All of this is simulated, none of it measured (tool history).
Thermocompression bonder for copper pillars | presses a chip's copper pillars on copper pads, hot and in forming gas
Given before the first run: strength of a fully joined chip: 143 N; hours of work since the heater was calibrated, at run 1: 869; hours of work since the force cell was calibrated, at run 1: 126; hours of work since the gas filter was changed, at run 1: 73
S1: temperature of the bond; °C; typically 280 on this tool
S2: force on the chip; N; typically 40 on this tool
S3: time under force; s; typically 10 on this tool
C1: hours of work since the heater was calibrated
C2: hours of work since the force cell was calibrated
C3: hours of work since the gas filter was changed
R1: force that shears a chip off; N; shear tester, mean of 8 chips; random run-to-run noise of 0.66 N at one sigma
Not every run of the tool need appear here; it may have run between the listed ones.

run,hour,S1,S2,S3,C1,C2,C3,R1
1,0.0,280,40,10,869,126,73,50.3
2,8.8,280,40,10,873,130,77,50.1
3,13.5,280,40,10,875,132,78,48.7
4,19.2,280,34,10,877,134,81,44.5
5,25.4,286,40,10,880,137,83,53.4
# hour 28.1: heater calibrated with a thermocouple chip
6,36.8,286,40,10,4,141,87,52.0
7,45.4,280,40,9,7,144,91,45.8
8,53.2,280,40,9,10,147,94,45.9
# hour 60.5: heater calibrated with a thermocouple chip, once more
9,60.9,305,26,7,0,150,96,44.5
10,68.2,305,26,7,3,153,99,44.1
11,73.7,270,44,25,5,155,102,70.6
12,79.3,257,34,14,8,157,104,39.8
13,89.2,280,25,12,12,161,108,39.5
14,99.2,280,48,10,16,165,112,61.1
15,105.6,280,48,10,18,168,115,60.8

For each entry between runs, how does the tool's hidden state at the last listed run before it compare with that at the first listed run after it?
After run 5, before run 6: heater calibrated with a thermocouple chip (hour 28.1)
  true temperature of the bond over the reading, C: -4.5 -> -6.7; oxide that the forming gas leaves, % of the face: 1.86 -> 1.91
  measured less the result without the state, R1: -3.0 -> -4.3 N
After run 8, before run 9: heater calibrated with a thermocouple chip, once more (hour 60.5)
  true temperature of the bond over the reading, C: -6.7 -> 1.6; oxide that the forming gas leaves, % of the face: 2.03 -> 2.06
  measured less the result without the state, R1: -4.1 -> +0.7 N
